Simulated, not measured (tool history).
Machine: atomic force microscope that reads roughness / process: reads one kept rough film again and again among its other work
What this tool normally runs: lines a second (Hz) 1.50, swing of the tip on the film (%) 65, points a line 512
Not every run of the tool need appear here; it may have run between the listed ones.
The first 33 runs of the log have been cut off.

run   hour  lines a second (Hz)  swing of the tip on the film (%)  points a line  roughness of the kept film (nm (root mean square))
 34  312.9                 1.25                                63            743                                               1.768
 35  322.4                 2.81                                65            406                                               1.697
 36  335.0                 2.81                                65            406                                               1.686
 37  341.8                 2.81                                65            406                                               1.690
 38  347.5                 0.83                                63            512                                               1.769
 39  356.3                 0.64                                76            736                                               1.745
 40  362.3                 0.64                                76            736                                               1.744
 41  372.8                 2.17                                59            278                                               1.713
 42  384.5                 1.50                                67            332                                               1.699
 43  396.5                 0.74                                69            906                                               1.742
 44  409.0                 0.78                                69            587                                               1.728
     419.4  -- new tip fitted
 45  421.5                 1.10                                56            278                                               1.813
 46  432.2                 1.10                                56            278                                               1.802
 47  440.1                 1.10                                56            278                                               1.804
 48  448.2                 1.02                                76            558                                               1.754
 49  457.6                 1.02                                76            558                                               1.752
 50  467.8                 1.40                                58            493                                               1.793
 51  474.4                 1.88                                58            396                                               1.763
 52  484.1                 1.50                                66            809                                               1.751

5 ways to go on from here, each from the tool as it stands after run 52. What would each give?
  A  490.0                 1.58                                58            266                                                   ?
  B  490.0                 1.50                                83            256                                                   ?
  C  490.0                 3.08                                87            365                                                   ?
  D  490.0                 1.50                                65            359                                                   ?
  E  490.0                 1.50                                75            282                                                   ?

run  roughness of the kept film (nm (root mean square))
  A                                               1.763
  B                                               1.637
  C                                               1.440
  D                                               1.734
  E                                               1.687
Without the tool's unlogged condition, the same runs would have read:
run  roughness of the kept film (nm (root mean square))
  A                                               1.811
  B                                               1.681
  C                                               1.479
  D                                               1.781
  E                                               1.733
